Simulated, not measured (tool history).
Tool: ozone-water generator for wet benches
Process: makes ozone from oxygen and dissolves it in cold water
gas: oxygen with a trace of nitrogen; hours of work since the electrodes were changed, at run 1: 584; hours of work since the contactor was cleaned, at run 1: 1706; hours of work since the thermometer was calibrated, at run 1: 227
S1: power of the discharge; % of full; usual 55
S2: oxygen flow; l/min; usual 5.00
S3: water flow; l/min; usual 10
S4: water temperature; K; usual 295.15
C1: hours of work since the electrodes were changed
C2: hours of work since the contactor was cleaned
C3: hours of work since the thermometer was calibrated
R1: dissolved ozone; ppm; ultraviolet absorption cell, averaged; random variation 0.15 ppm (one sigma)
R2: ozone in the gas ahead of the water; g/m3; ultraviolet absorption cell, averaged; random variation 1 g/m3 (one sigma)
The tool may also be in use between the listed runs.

{"run": 1, "hour": 0.0, "S1": 55, "S2": 5.0, "S3": 10, "S4": 295.15, "C1": 584, "C2": 1706, "C3": 227, "R1": 16.0, "R2": 172.4}
{"run": 2, "hour": 41.7, "S1": 55, "S2": 5.0, "S3": 10, "S4": 288.15, "C1": 619, "C2": 1742, "C3": 262, "R1": 18.6, "R2": 171.8}
{"run": 3, "hour": 86.6, "S1": 55, "S2": 3.69, "S3": 10, "S4": 295.15, "C1": 658, "C2": 1780, "C3": 301, "R1": 16.3, "R2": 193.7}
{"run": 4, "hour": 106.3, "S1": 55, "S2": 3.69, "S3": 10, "S4": 295.15, "C1": 674, "C2": 1797, "C3": 317, "R1": 16.2, "R2": 193.8}
{"run": 5, "hour": 144.0, "S1": 55, "S2": 3.69, "S3": 10, "S4": 295.15, "C1": 707, "C2": 1829, "C3": 349, "R1": 16.0, "R2": 192.6}
{"run": 6, "hour": 186.0, "S1": 55, "S2": 3.69, "S3": 10, "S4": 295.15, "C1": 742, "C2": 1864, "C3": 385, "R1": 15.9, "R2": 193.2}
{"run": 7, "hour": 214.8, "S1": 72, "S2": 5.0, "S3": 10, "S4": 295.15, "C1": 767, "C2": 1889, "C3": 410, "R1": 19.1, "R2": 210.9}
{"run": 8, "hour": 251.7, "S1": 72, "S2": 5.0, "S3": 10, "S4": 295.15, "C1": 798, "C2": 1920, "C3": 441, "R1": 19.4, "R2": 208.2}
{"run": 9, "hour": 271.8, "S1": 72, "S2": 5.0, "S3": 10, "S4": 295.15, "C1": 815, "C2": 1938, "C3": 458, "R1": 19.2, "R2": 206.8}
{"run": 10, "hour": 297.5, "S1": 72, "S2": 5.0, "S3": 10, "S4": 295.15, "C1": 837, "C2": 1959, "C3": 480, "R1": 19.1, "R2": 207.3}
{"run": 11, "hour": 338.7, "S1": 55, "S2": 5.0, "S3": 10, "S4": 295.15, "C1": 872, "C2": 1995, "C3": 515, "R1": 15.6, "R2": 171.3}
{"run": 12, "hour": 361.1, "S1": 55, "S2": 5.0, "S3": 10, "S4": 295.15, "C1": 891, "C2": 2014, "C3": 534, "R1": 15.6, "R2": 168.0}
{"run": 13, "hour": 384.8, "S1": 55, "S2": 5.0, "S3": 10, "S4": 295.15, "C1": 912, "C2": 2034, "C3": 555, "R1": 15.8, "R2": 169.3}
{"run": 14, "hour": 427.7, "S1": 55, "S2": 2.78, "S3": 10, "S4": 295.15, "C1": 948, "C2": 2070, "C3": 591, "R1": 15.3, "R2": 214.2}
{"run": 15, "hour": 465.0, "S1": 55, "S2": 5.0, "S3": 10, "S4": 295.15, "C1": 980, "C2": 2102, "C3": 623, "R1": 15.3, "R2": 168.6}
{"run": 16, "hour": 500.1, "S1": 55, "S2": 5.0, "S3": 10, "S4": 295.15, "C1": 1010, "C2": 2132, "C3": 653, "R1": 15.6, "R2": 169.0}
{"run": 17, "hour": 521.1, "S1": 46, "S2": 3.2, "S3": 10, "S4": 301.15, "C1": 1028, "C2": 2150, "C3": 671, "R1": 12.0, "R2": 178.1}
{"run": 18, "hour": 551.4, "S1": 62, "S2": 2.8, "S3": 10, "S4": 301.15, "C1": 1054, "C2": 2176, "C3": 697, "R1": 14.7, "R2": 230.9}
{"run": 19, "hour": 588.6, "S1": 62, "S2": 2.8, "S3": 10, "S4": 301.15, "C1": 1085, "C2": 2207, "C3": 728, "R1": 14.8, "R2": 229.5}
{"run": 20, "hour": 607.5, "S1": 62, "S2": 2.8, "S3": 10, "S4": 301.15, "C1": 1101, "C2": 2224, "C3": 744, "R1": 14.7, "R2": 231.9}
{"run": 21, "hour": 645.2, "S1": 55, "S2": 3.38, "S3": 12, "S4": 295.15, "C1": 1134, "C2": 2256, "C3": 777, "R1": 13.1, "R2": 197.5}
{"run": 22, "hour": 688.4, "S1": 55, "S2": 3.38, "S3": 12, "S4": 295.15, "C1": 1170, "C2": 2293, "C3": 813, "R1": 13.2, "R2": 197.0}
{"run": 23, "hour": 710.3, "S1": 45, "S2": 6.59, "S3": 7, "S4": 289.15, "C1": 1189, "C2": 2311, "C3": 832, "R1": 18.4, "R2": 130.5}
{"run": 24, "hour": 751.4, "S1": 45, "S2": 6.59, "S3": 7, "S4": 289.15, "C1": 1224, "C2": 2346, "C3": 867, "R1": 18.2, "R2": 130.3}
{"run": 25, "hour": 793.5, "S1": 81, "S2": 6.18, "S3": 14, "S4": 301.15, "C1": 1260, "C2": 2382, "C3": 903, "R1": 13.8, "R2": 201.6}
{"run": 26, "hour": 838.3, "S1": 69, "S2": 4.85, "S3": 14, "S4": 301.15, "C1": 1298, "C2": 2420, "C3": 941, "R1": 12.2, "R2": 197.4}
{"run": 27, "hour": 874.6, "S1": 95, "S2": 5.0, "S3": 10, "S4": 289.15, "C1": 1329, "C2": 2451, "C3": 972, "R1": 24.6, "R2": 245.4}
{"run": 28, "hour": 898.5, "S1": 95, "S2": 5.0, "S3": 10, "S4": 289.15, "C1": 1349, "C2": 2472, "C3": 992, "R1": 24.9, "R2": 243.4}
{"run": 29, "hour": 926.4, "S1": 95, "S2": 5.0, "S3": 10, "S4": 289.15, "C1": 1373, "C2": 2495, "C3": 1016, "R1": 24.5, "R2": 243.6}
{"run": 30, "hour": 953.8, "S1": 95, "S2": 3.33, "S3": 7, "S4": 289.15, "C1": 1397, "C2": 2519, "C3": 1039, "R1": 31.5, "R2": 283.6}
{"run": 31, "hour": 992.9, "S1": 55, "S2": 5.51, "S3": 10, "S4": 295.15, "C1": 1430, "C2": 2552, "C3": 1073, "R1": 14.3, "R2": 158.4}
{"run": 32, "hour": 1033.3, "S1": 55, "S2": 5.51, "S3": 6, "S4": 296.15, "C1": 1464, "C2": 2586, "C3": 1107, "R1": 19.4, "R2": 159.1}

Measured less the same run without the tool's hidden state. The same run-to-run variation is in both; the gauge's scatter may not be:
The hidden state here: yield of the discharge, % of new electrodes'; contactor's efficiency, % of a clean one's; true water temperature over the reading, C; drift of the gauge itself on ozone_ppm, %; drift of the gauge itself on gas_g_m3, %.
run=1 R1=-1.6 R2=-4.4
run=2 R1=-1.8 R2=-4.7
run=3 R1=-1.6 R2=-5.6
run=4 R1=-1.7 R2=-5.8
run=5 R1=-1.8 R2=-6.1
run=6 R1=-1.7 R2=-6.4
run=7 R1=-2.4 R2=-9.1
run=8 R1=-2.4 R2=-9.5
run=9 R1=-2.5 R2=-9.6
run=10 R1=-2.5 R2=-10.0
run=11 R1=-1.9 R2=-6.9
run=12 R1=-2.0 R2=-7.0
run=13 R1=-2.0 R2=-7.2
run=14 R1=-2.1 R2=-9.5
run=15 R1=-2.1 R2=-7.7
run=16 R1=-2.2 R2=-8.0
run=17 R1=-1.7 R2=-7.2
run=18 R1=-2.3 R2=-12.8
run=19 R1=-2.3 R2=-13.2
run=20 R1=-2.3 R2=-13.5
run=21 R1=-2.0 R2=-10.6
run=22 R1=-2.1 R2=-11.1
run=23 R1=-2.6 R2=-6.1
run=24 R1=-2.6 R2=-6.3
run=25 R1=-2.7 R2=-16.9
run=26 R1=-2.4 R2=-15.3
run=27 R1=-5.3 R2=-24.2
run=28 R1=-5.3 R2=-24.5
run=29 R1=-5.4 R2=-25.0
run=30 R1=-6.7 R2=-29.8
run=31 R1=-2.8 R2=-11.2
run=32 R1=-3.5 R2=-11.7

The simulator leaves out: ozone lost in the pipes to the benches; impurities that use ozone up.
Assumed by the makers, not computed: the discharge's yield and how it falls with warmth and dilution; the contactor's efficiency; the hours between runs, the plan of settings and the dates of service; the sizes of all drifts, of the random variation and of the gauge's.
